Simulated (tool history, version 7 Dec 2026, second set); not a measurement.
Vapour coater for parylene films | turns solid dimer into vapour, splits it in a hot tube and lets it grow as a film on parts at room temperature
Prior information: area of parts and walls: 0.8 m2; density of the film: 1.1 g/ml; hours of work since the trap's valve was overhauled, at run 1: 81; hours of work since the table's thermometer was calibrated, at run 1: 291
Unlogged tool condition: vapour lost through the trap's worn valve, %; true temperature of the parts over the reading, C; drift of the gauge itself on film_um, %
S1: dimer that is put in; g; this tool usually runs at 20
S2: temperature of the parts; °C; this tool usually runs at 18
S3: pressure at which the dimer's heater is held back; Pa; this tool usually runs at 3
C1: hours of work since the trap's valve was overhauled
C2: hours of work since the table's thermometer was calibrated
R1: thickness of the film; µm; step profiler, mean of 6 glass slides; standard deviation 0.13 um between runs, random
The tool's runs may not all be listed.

run 1 hour=0 | S1=20 S2=18 S3=3 | C1=81 C2=291 | R1=16.01
run 2 hour=72.3 | S1=20 S2=18 S3=3 | C1=125 C2=335 | R1=15.79
run 3 hour=133.6 | S1=20 S2=18 S3=3 | C1=163 C2=373 | R1=15.63
run 4 hour=169.8 | S1=20 S2=18 S3=3 | C1=185 C2=395 | R1=15.73
run 5 hour=206.3 | S1=20 S2=18 S3=3 | C1=207 C2=417 | R1=15.48
run 6 hour=240.1 | S1=20 S2=18 S3=3 | C1=228 C2=437 | R1=15.47
run 7 hour=282.6 | S1=20 S2=18 S3=3 | C1=253 C2=463 | R1=15.19
run 8 hour=315.7 | S1=20 S2=18 S3=6.15 | C1=274 C2=483 | R1=14.49
run 9 hour=368 | S1=20 S2=18 S3=6.15 | C1=305 C2=515 | R1=14.2
run 10 hour=426.4 | S1=20 S2=18 S3=6.15 | C1=341 C2=551 | R1=14.24
run 11 hour=502 | S1=20 S2=18 S3=6.15 | C1=387 C2=597 | R1=14
run 12 hour=547.1 | S1=18 S2=11 S3=2.32 | C1=415 C2=624 | R1=15.06
run 13 hour=605.4 | S1=15 S2=18 S3=2.37 | C1=450 C2=660 | R1=11.24
run 14 hour=675.6 | S1=13 S2=13 S3=2.26 | C1=493 C2=703 | R1=10.53
-- hour=695.4 trap's valve overhauled
run 15 hour=736.6 | S1=13 S2=13 S3=2.26 | C1=25 C2=737 | R1=11.49
run 16 hour=812.2 | S1=20 S2=26 S3=2.78 | C1=71 C2=783 | R1=13.99
run 17 hour=863.4 | S1=20 S2=20 S3=2.78 | C1=102 C2=815 | R1=15.25
run 18 hour=924.8 | S1=19 S2=15 S3=2.78 | C1=140 C2=852 | R1=15.62
run 19 hour=958 | S1=11 S2=30 S3=2.79 | C1=160 C2=872 | R1=7.14
run 20 hour=998 | S1=20 S2=11 S3=2.79 | C1=184 C2=897 | R1=17.4
run 21 hour=1044.7 | S1=8 S2=14 S3=2.01 | C1=213 C2=925 | R1=6.75

Some steps in R1 between neighbouring runs. How much of each would the tool show without its hidden state too (settings, what came in, random variation), and how much is left for the hidden state, with any gauge scatter that isn't in both results?
Run 14 -> 15: trap's valve overhauled. R1 +0.96 µm: hidden state +1.05, all else -0.09.
Run 19 -> 20: S1 11 -> 20, S2 30 -> 11. R1 +10.26 µm: hidden state -0.56, all else +10.82.
Run 20 -> 21: S1 20 -> 8, S2 11 -> 14, S3 2.79 -> 2.01. R1 -10.65 µm: hidden state +0.49, all else -11.14.
